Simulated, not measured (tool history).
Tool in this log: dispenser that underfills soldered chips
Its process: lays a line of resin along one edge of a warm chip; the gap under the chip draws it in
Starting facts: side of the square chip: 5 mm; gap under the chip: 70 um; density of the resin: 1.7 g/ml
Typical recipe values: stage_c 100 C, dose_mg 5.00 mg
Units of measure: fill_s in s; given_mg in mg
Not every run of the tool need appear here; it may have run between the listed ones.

run,hour,stage_c,dose_mg,fill_s,given_mg
1,0.0,100,5.00,35.3,4.91
# hour 2.9: new syringe of resin
2,9.0,100,5.00,34.9,4.88
# hour 11.7: new syringe of resin
3,14.5,100,5.00,30.6,4.88
# hour 21.1: new syringe of resin
4,25.8,97,5.00,38.1,4.85
# hour 30.6: new syringe of resin
5,35.4,97,5.00,37.3,4.81
# hour 39.4: new syringe of resin
6,46.3,97,5.00,42.6,4.74
# hour 48.5: new syringe of resin
# hour 57.5: new syringe of resin
7,58.9,97,5.00,31.7,4.75
8,64.5,100,5.00,36.1,4.70
# hour 66.4: new syringe of resin
9,71.2,91,5.00,47.8,4.74
# hour 75.7: new syringe of resin
10,80.2,91,5.00,48.1,4.70
# hour 84.8: new syringe of resin
11,90.4,100,4.47,34.8,4.18
# hour 94.4: new syringe of resin
12,99.7,100,4.47,33.5,4.17
# hour 103.5: new syringe of resin
13,107.8,100,4.47,32.1,4.13
# hour 112.5: new syringe of resin
14,114.7,88,5.00,50.7,4.60
# hour 121.5: new syringe of resin
15,123.4,91,4.83,43.0,4.39
16,129.7,91,4.83,56.3,4.38
# hour 130.7: new syringe of resin
# hour 133.7: dispensing valve cleaned and set on the balance
17,136.7,92,5.90,45.2,5.94
# hour 140.9: new syringe of resin
18,144.8,92,5.90,44.2,5.91
# hour 150.5: new syringe of resin
19,155.6,107,5.90,23.5,5.85
# hour 160.0: new syringe of resin
20,163.4,85,5.00,56.9,4.93
# hour 169.0: new syringe of resin
21,172.7,88,5.07,51.4,4.95
# hour 178.7: new syringe of resin
22,184.0,88,5.07,56.9,4.90
# hour 187.5: new syringe of resin
23,193.8,89,5.01,54.8,4.82

For some of the steps in fill_s from one run to the next: how much would appear even if the tool had no hidden state, given the settings, what came in and random variation, and how much remains for the hidden state plus any gauge scatter that the measured result and the result without hidden state don't share?
Hidden state at play: resin's viscosity, % of fresh resin's; dose that the valve gives, % of what is set; true chip temperature over the reading, C; drift of the gauge itself on fill_s, %; drift of the gauge itself on given_mg, %.
Run 6 -> 7: new syringe of resin, new syringe of resin. fill_s -10.9 s: hidden state -9.8, all else -1.1.
Run 15 -> 16: settings left as they were, no log entry in between. fill_s +13.3 s: hidden state +13.8, all else -0.5.
Run 18 -> 19: stage_c 92 -> 107, new syringe of resin. fill_s -20.7 s: hidden state -1.8, all else -18.9.
Run 19 -> 20: stage_c 107 -> 85, dose_mg 5.90 -> 5.00, new syringe of resin. fill_s +33.4 s: hidden state +0.8, all else +32.6.

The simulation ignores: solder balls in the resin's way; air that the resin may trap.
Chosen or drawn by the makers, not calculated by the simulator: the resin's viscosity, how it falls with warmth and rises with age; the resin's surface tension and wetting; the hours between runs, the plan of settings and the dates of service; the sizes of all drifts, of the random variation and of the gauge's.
